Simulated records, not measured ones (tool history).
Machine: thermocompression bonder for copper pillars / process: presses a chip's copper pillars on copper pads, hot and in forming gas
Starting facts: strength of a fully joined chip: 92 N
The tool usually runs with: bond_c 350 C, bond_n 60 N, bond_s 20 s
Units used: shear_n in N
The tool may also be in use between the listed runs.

run 1 hour=0 | bond_c=350 bond_n=60 bond_s=20 | shear_n=59
run 2 hour=9.6 | bond_c=350 bond_n=60 bond_s=20 | shear_n=60.3
run 3 hour=18.4 | bond_c=350 bond_n=60 bond_s=20 | shear_n=59.5
run 4 hour=39.6 | bond_c=350 bond_n=60 bond_s=20 | shear_n=58.7
run 5 hour=57.9 | bond_c=350 bond_n=51 bond_s=20 | shear_n=55.1
run 6 hour=78.4 | bond_c=350 bond_n=51 bond_s=20 | shear_n=55.5
run 7 hour=95.7 | bond_c=350 bond_n=51 bond_s=20 | shear_n=55
run 8 hour=110.3 | bond_c=350 bond_n=89 bond_s=20 | shear_n=66.7
-- hour=115.3 forming gas filter changed
run 9 hour=119.5 | bond_c=350 bond_n=89 bond_s=16 | shear_n=64
run 10 hour=140.8 | bond_c=350 bond_n=89 bond_s=16 | shear_n=64.6
run 11 hour=161.5 | bond_c=323 bond_n=60 bond_s=20 | shear_n=51.9
run 12 hour=179.4 | bond_c=350 bond_n=60 bond_s=24 | shear_n=62
run 13 hour=198.6 | bond_c=350 bond_n=60 bond_s=24 | shear_n=62.3
run 14 hour=212.3 | bond_c=350 bond_n=60 bond_s=24 | shear_n=64.9
run 15 hour=232 | bond_c=350 bond_n=60 bond_s=24 | shear_n=64.1
run 16 hour=244.6 | bond_c=350 bond_n=60 bond_s=24 | shear_n=63.5
run 17 hour=259.3 | bond_c=350 bond_n=60 bond_s=20 | shear_n=61.4
run 18 hour=269.2 | bond_c=350 bond_n=60 bond_s=20 | shear_n=61.1
run 19 hour=289.5 | bond_c=350 bond_n=60 bond_s=20 | shear_n=59.6
run 20 hour=303.9 | bond_c=350 bond_n=60 bond_s=25 | shear_n=64
run 21 hour=318.2 | bond_c=350 bond_n=59 bond_s=20 | shear_n=61.7
run 22 hour=336.8 | bond_c=350 bond_n=59 bond_s=20 | shear_n=62
run 23 hour=354 | bond_c=350 bond_n=59 bond_s=24 | shear_n=64.3
run 24 hour=374.3 | bond_c=350 bond_n=59 bond_s=24 | shear_n=62.8
run 25 hour=386.2 | bond_c=355 bond_n=47 bond_s=24 | shear_n=60.7
run 26 hour=396.4 | bond_c=355 bond_n=47 bond_s=24 | shear_n=61.1
run 27 hour=413.1 | bond_c=353 bond_n=69 bond_s=14 | shear_n=59.3
run 28 hour=431.8 | bond_c=353 bond_n=53 bond_s=23 | shear_n=60.8
run 29 hour=445.7 | bond_c=353 bond_n=53 bond_s=23 | shear_n=61.9
run 30 hour=454.8 | bond_c=353 bond_n=53 bond_s=23 | shear_n=61.1
run 31 hour=472.4 | bond_c=353 bond_n=53 bond_s=23 | shear_n=61.4
run 32 hour=482 | bond_c=329 bond_n=53 bond_s=23 | shear_n=53.6
run 33 hour=496.5 | bond_c=329 bond_n=54 bond_s=14 | shear_n=46.4
run 34 hour=514.7 | bond_c=334 bond_n=54 bond_s=13 | shear_n=45.3
run 35 hour=535.8 | bond_c=373 bond_n=83 bond_s=10 | shear_n=63.4
run 36 hour=544.7 | bond_c=373 bond_n=83 bond_s=10 | shear_n=63.7
run 37 hour=564.7 | bond_c=344 bond_n=59 bond_s=15 | shear_n=52.9
run 38 hour=576.2 | bond_c=327 bond_n=59 bond_s=12 | shear_n=43.1

Run 39 is up next; what results do you expect?
run 39 hour=586.8 | bond_c=371 bond_n=47 bond_s=20 | shear_n=?

{"run 39": {"shear_n": 60.4}}
Had the tool carried no hidden state, the very same run would have given shear_n 58.3 N.
